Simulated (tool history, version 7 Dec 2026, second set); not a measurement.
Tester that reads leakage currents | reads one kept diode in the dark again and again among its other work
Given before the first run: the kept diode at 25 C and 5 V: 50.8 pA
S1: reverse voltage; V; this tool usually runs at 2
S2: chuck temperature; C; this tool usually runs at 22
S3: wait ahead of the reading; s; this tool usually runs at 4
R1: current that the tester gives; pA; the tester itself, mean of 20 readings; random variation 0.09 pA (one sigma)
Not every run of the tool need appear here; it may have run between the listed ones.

{"run": 1, "hour": 0.0, "S1": 2, "S2": 22, "S3": 4, "R1": 29.38}
{"run": 2, "hour": 71.4, "S1": 2, "S2": 22, "S3": 4, "R1": 29.8}
{"run": 3, "hour": 140.7, "S1": 2, "S2": 22, "S3": 4, "R1": 29.7}
{"run": 4, "hour": 279.0, "S1": 2, "S2": 22, "S3": 4, "R1": 30.2}
{"run": 5, "hour": 420.7, "S1": 2, "S2": 22, "S3": 4, "R1": 30.63}
{"run": 6, "hour": 510.9, "S1": 2, "S2": 22, "S3": 4, "R1": 30.61}
{"run": 7, "hour": 651.5, "S1": 2, "S2": 22, "S3": 4, "R1": 31.17}
{"run": 8, "hour": 731.1, "S1": 2, "S2": 22, "S3": 4, "R1": 31.47}
{"run": 9, "hour": 811.9, "S1": 2, "S2": 22, "S3": 4, "R1": 31.72}
{"run": 10, "hour": 952.0, "S1": 2, "S2": 22, "S3": 4, "R1": 31.82}
{"run": 11, "hour": 1107.4, "S1": 2, "S2": 22, "S3": 0.77, "R1": 32.83}
{"run": 12, "hour": 1213.5, "S1": 2, "S2": 22, "S3": 0.77, "R1": 33.55}
{"run": 13, "hour": 1347.4, "S1": 3.46, "S2": 22, "S3": 4, "R1": 45.42}
{"run": 14, "hour": 1430.2, "S1": 3.46, "S2": 22, "S3": 4, "R1": 45.67}
{"run": 15, "hour": 1503.9, "S1": 7.99, "S2": 22, "S3": 4, "R1": 77.23}
{"run": 16, "hour": 1613.3, "S1": 7.99, "S2": 56, "S3": 3.53, "R1": 861.9}
{"run": 17, "hour": 1722.0, "S1": 3.93, "S2": 53, "S3": 4, "R1": 493.79}
{"run": 18, "hour": 1810.4, "S1": 17.48, "S2": 53, "S3": 0.44, "R1": 1057.18}
{"hour": 1849.0, "done": "probe card cleaned and baked"}
{"run": 19, "hour": 1964.6, "S1": 17.48, "S2": 53, "S3": 0.44, "R1": 1022.91}
{"run": 20, "hour": 2034.0, "S1": 2, "S2": 22, "S3": 4.01, "R1": 29.47}
{"run": 21, "hour": 2128.8, "S1": 2, "S2": 22, "S3": 4.01, "R1": 29.74}
{"run": 22, "hour": 2237.8, "S1": 1.22, "S2": 20, "S3": 4, "R1": 19.76}
{"run": 23, "hour": 2326.6, "S1": 1.93, "S2": 22, "S3": 0.54, "R1": 30.78}
{"hour": 2441.7, "done": "chuck's temperature calibrated"}
{"run": 24, "hour": 2482.0, "S1": 5.58, "S2": 32, "S3": 8.61, "R1": 97.92}
{"run": 25, "hour": 2637.0, "S1": 5.58, "S2": 32, "S3": 8.61, "R1": 99.01}
{"run": 26, "hour": 2743.7, "S1": 9.83, "S2": 32, "S3": 0.34, "R1": 141.25}
{"run": 27, "hour": 2890.5, "S1": 4.45, "S2": 30, "S3": 0.34, "R1": 80.52}

Consider 4 possible next runs. They are alternatives, not a sequence: every one starts from the tool as it was left by run 27. What does each give?
{"run": "A", "hour": 2994.9, "S1": 4.08, "S2": 47, "S3": 2.46, "R1": "?"}
{"run": "B", "hour": 2994.9, "S1": 4.77, "S2": 22, "S3": 4, "R1": "?"}
{"run": "C", "hour": 2994.9, "S1": 4.52, "S2": 36, "S3": 2.58, "R1": "?"}
{"run": "D", "hour": 2994.9, "S1": 17.67, "S2": 30, "S3": 6.57, "R1": "?"}

run=A R1=286.84
run=B R1=41.63
run=C R1=127.94
run=D R1=157.28
Had the tool no hidden state, the same runs would have come out as:
run=A R1=281.78
run=B R1=38.6
run=C R1=124.1
run=D R1=146.25
